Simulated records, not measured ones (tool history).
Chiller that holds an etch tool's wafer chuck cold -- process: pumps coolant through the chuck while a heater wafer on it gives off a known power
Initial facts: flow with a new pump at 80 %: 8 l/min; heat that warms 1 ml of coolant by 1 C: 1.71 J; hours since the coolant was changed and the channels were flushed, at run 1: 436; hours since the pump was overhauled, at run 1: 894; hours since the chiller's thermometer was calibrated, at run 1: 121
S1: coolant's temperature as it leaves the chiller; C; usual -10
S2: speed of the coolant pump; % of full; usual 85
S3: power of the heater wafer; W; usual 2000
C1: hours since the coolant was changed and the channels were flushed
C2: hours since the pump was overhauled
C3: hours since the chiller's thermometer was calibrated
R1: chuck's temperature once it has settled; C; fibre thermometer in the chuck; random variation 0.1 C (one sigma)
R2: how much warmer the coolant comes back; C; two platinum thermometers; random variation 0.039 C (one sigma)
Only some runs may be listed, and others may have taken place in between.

Run 1, hour 0.0: usual settings; C1 436; C2 894; C3 121. Result: R1 6.4 C, R2 8.43 C.
Run 2, hour 68.5: usual settings; C1 504; C2 962; C3 189. Result: R1 6.4 C, R2 8.36 C.
Run 3, hour 122.9: usual settings; C1 559; C2 1016; C3 244. Result: R1 6.5 C, R2 8.37 C.
Run 4, hour 169.2: usual settings but S2 66 % of full; C1 605; C2 1063; C3 290. Result: R1 9.9 C, R2 10.98 C.
Run 5, hour 256.3: usual settings; C1 692; C2 1150; C3 377. Result: R1 6.6 C, R2 8.34 C.
Run 6, hour 302.5: usual settings; C1 738; C2 1196; C3 423. Result: R1 6.6 C, R2 8.35 C.
Run 7, hour 368.4: usual settings but S2 71 % of full; C1 804; C2 1262; C3 489. Result: R1 8.8 C, R2 10.21 C.
At hour 378.7: coolant pump overhauled.
Run 8, hour 424.3: usual settings but S1 -5 C, S2 79 % of full, S3 2964 W; C1 855; C2 46; C3 540. Result: R1 21.0 C, R2 13.70 C.
Run 9, hour 479.0: usual settings but S1 -7 C, S2 79 % of full, S3 1941 W; C1 910; C2 100; C3 595. Result: R1 10.0 C, R2 8.94 C.
Run 10, hour 567.1: usual settings but S1 -12 C, S2 73 % of full; C1 998; C2 188; C3 683. Result: R1 6.9 C, R2 10.06 C.
Run 11, hour 637.3: usual settings but S1 -5 C, S2 70 % of full, S3 1251 W; C1 1068; C2 259; C3 753. Result: R1 6.9 C, R2 6.59 C.
At hour 689.7: coolant pump overhauled, once more.
Run 12, hour 725.2: usual settings but S2 66 % of full; C1 1151; C2 35; C3 836. Result: R1 9.6 C, R2 10.77 C.
Run 13, hour 762.3: usual settings but S2 66 % of full; C1 1188; C2 73; C3 873. Result: R1 9.4 C, R2 10.80 C.
Run 14, hour 805.5: usual settings but S1 -20 C, S2 71 % of full; C1 1231; C2 116; C3 916. Result: R1 -1.4 C, R2 9.89 C.

Here are 4 independent what-if runs from the current tool condition. What would each one return?
Run A, hour 876.0: usual settings but S1 -2 C, S2 71 % of full, S3 1788 W; C1 1302; C2 186; C3 987. Result: R1 ?, R2 ?.
Run B, hour 876.0: usual settings but S1 -3 C, S2 71 % of full, S3 1971 W; C1 1302; C2 186; C3 987. Result: R1 ?, R2 ?.
Run C, hour 876.0: usual settings but S1 -16 C, S2 80 % of full; C1 1302; C2 186; C3 987. Result: R1 ?, R2 ?.
Run D, hour 876.0: usual settings but S1 -7 C, S2 86 % of full; C1 1302; C2 186; C3 987. Result: R1 ?, R2 ?.

run    R1    R2
  A  14.6  8.90
  B  15.2  9.74
  C   0.9  8.76
  D   9.2  8.10
Had the tool no hidden state, the same runs would have come out as:
run    R1    R2
  A  14.3  8.96
  B  14.8  9.80
  C   0.5  8.81
  D   8.9  8.15
